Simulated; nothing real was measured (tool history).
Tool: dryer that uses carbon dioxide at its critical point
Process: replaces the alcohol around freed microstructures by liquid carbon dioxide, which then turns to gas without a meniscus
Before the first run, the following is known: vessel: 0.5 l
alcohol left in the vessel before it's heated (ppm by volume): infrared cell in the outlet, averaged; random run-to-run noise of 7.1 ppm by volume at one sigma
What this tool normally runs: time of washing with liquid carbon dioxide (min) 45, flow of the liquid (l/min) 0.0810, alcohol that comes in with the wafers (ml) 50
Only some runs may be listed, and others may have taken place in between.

| run | hour | time of washing with liquid carbon dioxide (min) | flow of the liquid (l/min) | alcohol that comes in with the wafers (ml) | alcohol left in the vessel before it's heated (ppm by volume) |
|---|---|---|---|---|---|
| 1 | 0.0 | 45 | 0.0810 | 50 | 380 |
| 2 | 15.5 | 45 | 0.0631 | 50 | 1225 |
| 3 | 24.2 | 45 | 0.0631 | 50 | 1216 |
| 4 | 37.8 | 46 | 0.0810 | 50 | 333 |
| 5 | 57.2 | 46 | 0.0810 | 50 | 332 |
| 6 | 73.9 | 46 | 0.0810 | 50 | 354 |

For run 7, what comes out?
| 7 | 85.2 | 63 | 0.0810 | 50 | ? |

alcohol left in the vessel before it's heated (ppm by volume): 58
Minus the tool's unlogged condition, the same run would have read alcohol left in the vessel before it's heated (ppm by volume) 38.
